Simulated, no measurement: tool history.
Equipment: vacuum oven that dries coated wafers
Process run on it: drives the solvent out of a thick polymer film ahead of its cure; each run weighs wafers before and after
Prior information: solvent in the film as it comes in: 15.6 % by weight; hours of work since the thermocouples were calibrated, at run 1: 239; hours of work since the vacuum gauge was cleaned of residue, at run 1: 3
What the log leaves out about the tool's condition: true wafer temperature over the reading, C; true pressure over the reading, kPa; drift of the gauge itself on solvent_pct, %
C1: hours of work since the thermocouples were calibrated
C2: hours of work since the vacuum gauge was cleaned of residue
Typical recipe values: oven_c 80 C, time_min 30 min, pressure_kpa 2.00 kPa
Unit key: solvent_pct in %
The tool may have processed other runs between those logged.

{"run": 1, "hour": 0.0, "oven_c": 80, "time_min": 30, "pressure_kpa": 2.0, "C1": 239, "C2": 3, "solvent_pct": 2.51}
{"run": 2, "hour": 10.3, "oven_c": 80, "time_min": 30, "pressure_kpa": 2.0, "C1": 246, "C2": 9, "solvent_pct": 2.55}
{"run": 3, "hour": 21.2, "oven_c": 80, "time_min": 30, "pressure_kpa": 2.0, "C1": 252, "C2": 16, "solvent_pct": 2.52}
{"run": 4, "hour": 34.1, "oven_c": 80, "time_min": 30, "pressure_kpa": 2.0, "C1": 260, "C2": 23, "solvent_pct": 2.5}
{"run": 5, "hour": 48.5, "oven_c": 75, "time_min": 30, "pressure_kpa": 2.0, "C1": 269, "C2": 32, "solvent_pct": 3.67}
{"run": 6, "hour": 54.8, "oven_c": 80, "time_min": 20, "pressure_kpa": 2.0, "C1": 273, "C2": 36, "solvent_pct": 3.63}
{"run": 7, "hour": 63.0, "oven_c": 80, "time_min": 30, "pressure_kpa": 2.0, "C1": 278, "C2": 41, "solvent_pct": 2.49}
{"run": 8, "hour": 75.4, "oven_c": 80, "time_min": 30, "pressure_kpa": 2.0, "C1": 285, "C2": 49, "solvent_pct": 2.52}
{"run": 9, "hour": 84.4, "oven_c": 80, "time_min": 39, "pressure_kpa": 7.58, "C1": 291, "C2": 54, "solvent_pct": 6.69}
{"run": 10, "hour": 96.9, "oven_c": 86, "time_min": 38, "pressure_kpa": 2.0, "C1": 298, "C2": 62, "solvent_pct": 1.41}
{"run": 11, "hour": 108.1, "oven_c": 86, "time_min": 38, "pressure_kpa": 2.0, "C1": 305, "C2": 69, "solvent_pct": 1.41}
{"run": 12, "hour": 121.9, "oven_c": 86, "time_min": 38, "pressure_kpa": 2.0, "C1": 314, "C2": 77, "solvent_pct": 1.49}
{"run": 13, "hour": 131.8, "oven_c": 86, "time_min": 38, "pressure_kpa": 2.0, "C1": 320, "C2": 83, "solvent_pct": 1.47}
{"run": 14, "hour": 142.6, "oven_c": 85, "time_min": 45, "pressure_kpa": 1.55, "C1": 326, "C2": 90, "solvent_pct": 1.16}
{"run": 15, "hour": 154.5, "oven_c": 65, "time_min": 23, "pressure_kpa": 1.2, "C1": 334, "C2": 97, "solvent_pct": 7.23}

Alternative continuations, all from the tool just after run 15; predict every row:
{"run": "A", "hour": 168.9, "oven_c": 80, "time_min": 30, "pressure_kpa": 4.72, "C1": 342, "C2": 106, "solvent_pct": "?"}
{"run": "B", "hour": 168.9, "oven_c": 88, "time_min": 18, "pressure_kpa": 2.21, "C1": 342, "C2": 106, "solvent_pct": "?"}
{"run": "C", "hour": 168.9, "oven_c": 87, "time_min": 30, "pressure_kpa": 6.41, "C1": 342, "C2": 106, "solvent_pct": "?"}
{"run": "D", "hour": 168.9, "oven_c": 65, "time_min": 22, "pressure_kpa": 1.2, "C1": 342, "C2": 106, "solvent_pct": "?"}
{"run": "E", "hour": 168.9, "oven_c": 88, "time_min": 36, "pressure_kpa": 1.25, "C1": 342, "C2": 106, "solvent_pct": "?"}

run=A solvent_pct=4.58
run=B solvent_pct=2.18
run=C solvent_pct=4.31
run=D solvent_pct=7.41
run=E solvent_pct=0.82
The same runs, with their run-to-run variation unchanged, on a tool lacking any hidden condition would have given:
run=A solvent_pct=4.67
run=B solvent_pct=2.25
run=C solvent_pct=4.38
run=D solvent_pct=7.53
run=E solvent_pct=0.83
